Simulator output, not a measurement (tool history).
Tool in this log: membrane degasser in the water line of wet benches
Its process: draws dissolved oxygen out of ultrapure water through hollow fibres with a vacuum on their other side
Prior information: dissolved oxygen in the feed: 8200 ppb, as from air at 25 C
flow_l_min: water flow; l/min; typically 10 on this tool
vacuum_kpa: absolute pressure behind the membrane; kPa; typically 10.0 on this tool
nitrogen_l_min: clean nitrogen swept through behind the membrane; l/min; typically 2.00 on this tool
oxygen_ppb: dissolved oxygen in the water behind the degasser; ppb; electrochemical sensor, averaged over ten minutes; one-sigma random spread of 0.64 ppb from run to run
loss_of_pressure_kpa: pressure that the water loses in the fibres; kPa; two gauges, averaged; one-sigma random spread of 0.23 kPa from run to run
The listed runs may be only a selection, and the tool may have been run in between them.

run	day	flow_l_min	vacuum_kpa	nitrogen_l_min	oxygen_ppb	loss_of_pressure_kpa
1	0.000	10	10.0	2.00	95.3	57.54
2	3.929	10	10.0	2.00	94.6	57.83
3	6.896	10	10.0	2.00	95.6	57.99
4	9.492	10	10.0	2.00	95.4	57.84
5	12.188	10	10.0	2.00	95.2	58.37
6	14.083	10	7.6	2.14	61.5	58.36
7	16.838	10	7.6	2.14	62.9	57.86
8	19.379	10	7.6	2.14	62.0	58.19
9	21.758	6	14.7	2.14	85.4	35.06
10	25.779	10	6.5	2.00	52.4	58.64

3 options for the next run, each taken on its own from the tool as it stands now. Forecast them:
A	27.788	7	17.3	1.67	?	?
B	27.788	10	19.3	0.83	?	?
C	27.788	13	7.6	2.00	?	?

run	oxygen_ppb	loss_of_pressure_kpa
A	153.1	41.17
B	454.4	58.20
C	95.9	75.57
With the hidden condition removed and each run's random variation left untouched, the same runs would have given:
run	oxygen_ppb	loss_of_pressure_kpa
A	145.3	40.68
B	440.9	57.51
C	91.7	74.67

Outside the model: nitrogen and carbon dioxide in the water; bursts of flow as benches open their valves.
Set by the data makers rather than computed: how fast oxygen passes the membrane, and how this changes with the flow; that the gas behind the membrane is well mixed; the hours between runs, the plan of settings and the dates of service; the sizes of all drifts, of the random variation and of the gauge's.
